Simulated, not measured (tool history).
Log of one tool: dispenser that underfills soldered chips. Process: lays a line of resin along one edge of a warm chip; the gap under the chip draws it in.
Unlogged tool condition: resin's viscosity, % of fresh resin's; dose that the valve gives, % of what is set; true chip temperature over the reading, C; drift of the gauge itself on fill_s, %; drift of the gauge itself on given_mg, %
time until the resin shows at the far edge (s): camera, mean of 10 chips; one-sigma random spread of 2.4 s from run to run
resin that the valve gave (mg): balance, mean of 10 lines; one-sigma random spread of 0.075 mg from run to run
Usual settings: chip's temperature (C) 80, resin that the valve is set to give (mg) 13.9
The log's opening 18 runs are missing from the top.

| run | hour | chip's temperature (C) | resin that the valve is set to give (mg) | hours of work since the syringe was changed | hours of work since the valve was cleaned | hours of work since the stage was calibrated | time until the resin shows at the far edge (s) | resin that the valve gave (mg) |
|---|---|---|---|---|---|---|---|---|
| 19 | 70.9 | 80 | 14.1 | 7 | 84 | 122 | 422 | 13.04 |
| 20 | 75 | 84 | 14 | 10 | 86 | 125 | 446.4 | 12.79 |
|  | 78.7 | new syringe of resin |
| 21 | 79.9 | 84 | 11.9 | 1 | 89 | 128 | 236.4 | 10.84 |
| 22 | 83.8 | 84 | 11.9 | 3 | 92 | 130 | 278.9 | 10.86 |
| 23 | 86.8 | 85 | 13.3 | 5 | 94 | 132 | 306.3 | 12.11 |
| 24 | 89.6 | 85 | 13.3 | 7 | 95 | 134 | 348.6 | 12.21 |
| 25 | 93.8 | 65 | 14.9 | 9 | 98 | 136 | 850.8 | 13.45 |
| 26 | 96.1 | 77 | 15.7 | 11 | 99 | 137 | 601.6 | 14.06 |
|  | 98.3 | new syringe of resin |
| 27 | 99 | 77 | 15.7 | 0 | 101 | 139 | 274.7 | 14.2 |
| 28 | 102.8 | 77 | 15.7 | 3 | 103 | 141 | 335.2 | 14.05 |
| 29 | 106.8 | 89 | 15.7 | 5 | 106 | 144 | 260.3 | 14.03 |
| 30 | 110.9 | 73 | 14.2 | 8 | 108 | 146 | 562.3 | 12.7 |
| 31 | 114.9 | 73 | 14.2 | 10 | 111 | 149 | 676.3 | 12.66 |
|  | 118 | new syringe of resin |
| 32 | 118.4 | 73 | 14.2 | 0 | 113 | 151 | 324.3 | 12.66 |
| 33 | 122.4 | 78 | 14.6 | 3 | 115 | 153 | 325.5 | 13.08 |
| 34 | 125.3 | 92 | 16.5 | 4 | 117 | 155 | 228.4 | 14.53 |
| 35 | 128.4 | 92 | 16.5 | 6 | 119 | 157 | 261.8 | 14.66 |

Here are 3 independent what-if runs from the current tool condition. What would each one return?
| A | 133.9 | 77 | 15 | 10 | 122 | 160 | ? | ? |
| B | 133.9 | 87 | 16.5 | 10 | 122 | 160 | ? | ? |
| C | 133.9 | 88 | 14 | 10 | 122 | 160 | ? | ? |

| run | time until the resin shows at the far edge (s) | resin that the valve gave (mg) |
|---|---|---|
| A | 570.2 | 13.22 |
| B | 392.6 | 14.47 |
| C | 394.9 | 12.33 |
Take away the tool's hidden state, keep each run's random variation, and the runs would have read:
| run | time until the resin shows at the far edge (s) | resin that the valve gave (mg) |
|---|---|---|
| A | 263.4 | 14.98 |
| B | 182.9 | 16.41 |
| C | 181.7 | 13.96 |

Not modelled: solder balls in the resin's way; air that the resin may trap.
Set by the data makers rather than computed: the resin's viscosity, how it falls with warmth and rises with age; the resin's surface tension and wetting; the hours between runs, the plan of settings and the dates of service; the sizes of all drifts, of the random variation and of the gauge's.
